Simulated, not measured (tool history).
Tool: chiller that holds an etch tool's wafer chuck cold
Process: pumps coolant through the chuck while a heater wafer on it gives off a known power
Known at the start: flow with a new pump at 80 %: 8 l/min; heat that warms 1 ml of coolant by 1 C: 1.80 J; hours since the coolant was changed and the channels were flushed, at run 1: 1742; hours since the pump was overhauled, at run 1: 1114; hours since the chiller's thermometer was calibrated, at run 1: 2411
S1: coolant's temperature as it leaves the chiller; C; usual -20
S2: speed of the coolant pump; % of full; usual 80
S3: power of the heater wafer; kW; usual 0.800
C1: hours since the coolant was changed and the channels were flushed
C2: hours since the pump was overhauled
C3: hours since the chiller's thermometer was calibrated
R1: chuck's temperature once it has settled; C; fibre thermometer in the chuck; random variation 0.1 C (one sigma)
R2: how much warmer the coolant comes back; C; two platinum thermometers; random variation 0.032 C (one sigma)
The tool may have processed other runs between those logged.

run 1 hour=0.0 | S1=-20 S2=80 S3=0.800 | C1=1742 C2=1114 C3=2411 | R1=-11.9 R2=3.36
run 2 hour=49.1 | S1=-28 S2=80 S3=0.800 | C1=1791 C2=1163 C3=2460 | R1=-19.8 R2=3.31
run 3 hour=87.9 | S1=-23 S2=80 S3=0.800 | C1=1830 C2=1202 C3=2499 | R1=-14.8 R2=3.29
run 4 hour=129.4 | S1=-23 S2=80 S3=0.800 | C1=1872 C2=1243 C3=2540 | R1=-14.7 R2=3.34
run 5 hour=175.8 | S1=-20 S2=80 S3=0.800 | C1=1918 C2=1289 C3=2587 | R1=-11.8 R2=3.31
run 6 hour=220.6 | S1=-20 S2=80 S3=0.800 | C1=1963 C2=1334 C3=2632 | R1=-11.7 R2=3.22
run 7 hour=259.1 | S1=-20 S2=80 S3=0.427 | C1=2001 C2=1373 C3=2670 | R1=-15.5 R2=1.69
run 8 hour=327.4 | S1=-20 S2=80 S3=0.427 | C1=2070 C2=1441 C3=2738 | R1=-15.6 R2=1.69
run 9 hour=361.0 | S1=-20 S2=95 S3=0.427 | C1=2103 C2=1475 C3=2772 | R1=-16.1 R2=1.38
run 10 hour=417.2 | S1=-20 S2=80 S3=0.689 | C1=2160 C2=1531 C3=2828 | R1=-12.8 R2=2.71
run 11 hour=484.3 | S1=-20 S2=80 S3=0.689 | C1=2227 C2=1598 C3=2895 | R1=-12.9 R2=2.71
run 12 hour=551.5 | S1=-20 S2=80 S3=0.689 | C1=2294 C2=1665 C3=2963 | R1=-12.8 R2=2.69
run 13 hour=620.2 | S1=-20 S2=80 S3=0.689 | C1=2362 C2=1734 C3=3031 | R1=-12.9 R2=2.73
run 14 hour=691.7 | S1=-20 S2=80 S3=0.689 | C1=2434 C2=1805 C3=3103 | R1=-12.8 R2=2.63
run 15 hour=760.3 | S1=-20 S2=80 S3=0.689 | C1=2503 C2=1874 C3=3171 | R1=-12.9 R2=2.66
run 16 hour=820.2 | S1=-20 S2=80 S3=0.800 | C1=2562 C2=1934 C3=3231 | R1=-11.9 R2=3.09
run 17 hour=874.1 | S1=-20 S2=62 S3=1.121 | C1=2616 C2=1988 C3=3285 | R1=-5.3 R2=6.03
-- hour=902.1 gauge calibrated
run 18 hour=911.8 | S1=-20 S2=62 S3=1.121 | C1=2654 C2=2025 C3=3323 | R1=-5.2 R2=6.18
run 19 hour=980.0 | S1=-20 S2=81 S3=0.473 | C1=2722 C2=2094 C3=3391 | R1=-15.0 R2=1.96
run 20 hour=1051.7 | S1=-24 S2=86 S3=0.473 | C1=2794 C2=2165 C3=3463 | R1=-19.5 R2=1.77
run 21 hour=1098.0 | S1=-14 S2=64 S3=0.976 | C1=2840 C2=2212 C3=3509 | R1=-1.4 R2=5.09
run 22 hour=1153.5 | S1=-23 S2=71 S3=0.976 | C1=2896 C2=2267 C3=3564 | R1=-11.7 R2=4.60
run 23 hour=1216.6 | S1=-22 S2=76 S3=0.740 | C1=2959 C2=2330 C3=3628 | R1=-13.6 R2=3.22
run 24 hour=1278.2 | S1=-27 S2=80 S3=0.454 | C1=3021 C2=2392 C3=3689 | R1=-22.2 R2=1.80
run 25 hour=1315.6 | S1=-15 S2=93 S3=0.771 | C1=3058 C2=2429 C3=3727 | R1=-8.1 R2=2.59
run 26 hour=1356.3 | S1=-20 S2=95 S3=0.800 | C1=3099 C2=2470 C3=3767 | R1=-12.9 R2=2.61
run 27 hour=1408.0 | S1=-10 S2=80 S3=0.667 | C1=3150 C2=2522 C3=3819 | R1=-3.1 R2=2.61
run 28 hour=1440.1 | S1=-20 S2=63 S3=0.941 | C1=3182 C2=2554 C3=3851 | R1=-7.7 R2=4.98
-- hour=1487.4 coolant changed, channels flushed
run 29 hour=1510.2 | S1=-20 S2=63 S3=0.941 | C1=23 C2=2618 C3=3915 | R1=-7.9 R2=4.91
run 30 hour=1543.2 | S1=-20 S2=73 S3=0.800 | C1=56 C2=2651 C3=3948 | R1=-10.9 R2=3.52
run 31 hour=1609.4 | S1=-20 S2=73 S3=0.800 | C1=122 C2=2717 C3=4014 | R1=-11.0 R2=3.54
run 32 hour=1655.3 | S1=-23 S2=78 S3=0.683 | C1=168 C2=2763 C3=4060 | R1=-15.7 R2=2.78

Entry by entry between the runs, the difference in hidden state between the last listed run before and the first listed run after:
Between runs 17 and 18: gauge calibrated (hour 902.1)
  drift of the gauge itself on warmer_back_c, C: -0.26 -> 0
  measured less the result without the state, R2: -0.25 -> +0.01 C
Between runs 28 and 29: coolant changed, channels flushed (hour 1487.4)
  heat passed by the chuck's channels, % of clean ones': 99.6 -> 100; drift of the gauge itself on warmer_back_c, C: -0.16 -> -0.18
  measured less the result without the state, R2: -0.15 -> -0.17 C

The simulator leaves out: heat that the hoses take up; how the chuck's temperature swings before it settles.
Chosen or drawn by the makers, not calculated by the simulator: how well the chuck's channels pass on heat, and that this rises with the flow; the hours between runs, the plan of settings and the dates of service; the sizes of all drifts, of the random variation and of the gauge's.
